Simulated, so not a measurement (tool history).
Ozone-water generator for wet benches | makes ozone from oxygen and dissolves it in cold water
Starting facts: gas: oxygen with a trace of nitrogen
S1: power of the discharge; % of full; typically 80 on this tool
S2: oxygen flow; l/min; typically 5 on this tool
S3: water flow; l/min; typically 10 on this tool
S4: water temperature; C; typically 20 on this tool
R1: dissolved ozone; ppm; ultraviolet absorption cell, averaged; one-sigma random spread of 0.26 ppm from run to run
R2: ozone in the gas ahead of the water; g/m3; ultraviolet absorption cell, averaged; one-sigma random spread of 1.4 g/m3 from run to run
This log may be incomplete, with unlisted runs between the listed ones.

Run 1, hour 0: usual settings. Result: R1 38.6 ppm, R2 252.6 g/m3.
Run 2, hour 141.1: usual settings but S2 7.81 l/min. Result: R1 38.2 ppm, R2 213.7 g/m3.
Run 3, hour 273.1: usual settings but S2 7.81 l/min. Result: R1 37.7 ppm, R2 213.4 g/m3.
Run 4, hour 358.7: usual settings but S1 70 % of full, S2 7.81 l/min. Result: R1 34.8 ppm, R2 196.5 g/m3.
Run 5, hour 492.5: usual settings but S4 18 C. Result: R1 40 ppm, R2 247 g/m3.
Run 6, hour 624.4: usual settings but S4 18 C. Result: R1 39.2 ppm, R2 245.8 g/m3.
Run 7, hour 733: usual settings. Result: R1 37.9 ppm, R2 246.9 g/m3.
Run 8, hour 833.3: usual settings. Result: R1 37.4 ppm, R2 247.1 g/m3.
At hour 848.7: contactor cleaned.
Run 9, hour 985.3: usual settings. Result: R1 38.5 ppm, R2 246 g/m3.
At hour 992.5: water thermometer calibrated.
Run 10, hour 1082.4: usual settings but S3 14 l/min. Result: R1 31.4 ppm, R2 243.8 g/m3.
Run 11, hour 1185.8: usual settings but S3 12 l/min. Result: R1 34.5 ppm, R2 244.8 g/m3.
At hour 1297.6: water thermometer calibrated, once more.
Run 12, hour 1307.7: usual settings but S1 61 % of full. Result: R1 31.9 ppm, R2 204.2 g/m3.
Run 13, hour 1441: usual settings. Result: R1 38.5 ppm, R2 242.8 g/m3.
Run 14, hour 1595.5: usual settings. Result: R1 38.1 ppm, R2 242.7 g/m3.
Run 15, hour 1736.4: usual settings. Result: R1 38.1 ppm, R2 241.9 g/m3.
Run 16, hour 1837.1: usual settings but S2 5.01 l/min. Result: R1 37.7 ppm, R2 241.9 g/m3.
Run 17, hour 1950.6: usual settings but S1 89 % of full, S2 4.71 l/min. Result: R1 39.8 ppm, R2 263.2 g/m3.
Run 18, hour 2017: usual settings but S1 79 % of full. Result: R1 37.5 ppm, R2 241.5 g/m3.
Run 19, hour 2127.8: usual settings but S1 65 % of full. Result: R1 32.9 ppm, R2 209.9 g/m3.
Run 20, hour 2222: usual settings but S1 86 % of full, S2 8.65 l/min, S4 24 C. Result: R1 34.8 ppm, R2 205.5 g/m3.
Run 21, hour 2352.4: usual settings but S3 14 l/min. Result: R1 30.2 ppm, R2 237.8 g/m3.
Run 22, hour 2460.3: usual settings but S1 73 % of full, S2 3 l/min, S3 11 l/min, S4 15 C. Result: R1 33.7 ppm, R2 269.1 g/m3.
Run 23, hour 2534.8: usual settings but S1 47 % of full, S2 5.35 l/min, S3 7 l/min, S4 17 C. Result: R1 33.6 ppm, R2 166.4 g/m3.
Run 24, hour 2614.4: usual settings but S3 11 l/min. Result: R1 35.3 ppm, R2 234.9 g/m3.
Run 25, hour 2687.8: usual settings but S1 84 % of full, S2 4.94 l/min, S3 11 l/min. Result: R1 35.6 ppm, R2 242.9 g/m3.
Run 26, hour 2758.7: usual settings but S1 43 % of full, S2 3.27 l/min, S4 19 C. Result: R1 25 ppm, R2 186.7 g/m3.

Run 27 comes next. What will it give?
Run 27, hour 2864.1: usual settings but S2 2.94 l/min. Result: R1 ?, R2 ?.

Logged for run 27: R1 34.9 ppm, R2 283 g/m3.
Take away the tool's hidden state, keep the run-to-run variation as it was, and the same run would have given R1 38.5 ppm, R2 304.3 g/m3.

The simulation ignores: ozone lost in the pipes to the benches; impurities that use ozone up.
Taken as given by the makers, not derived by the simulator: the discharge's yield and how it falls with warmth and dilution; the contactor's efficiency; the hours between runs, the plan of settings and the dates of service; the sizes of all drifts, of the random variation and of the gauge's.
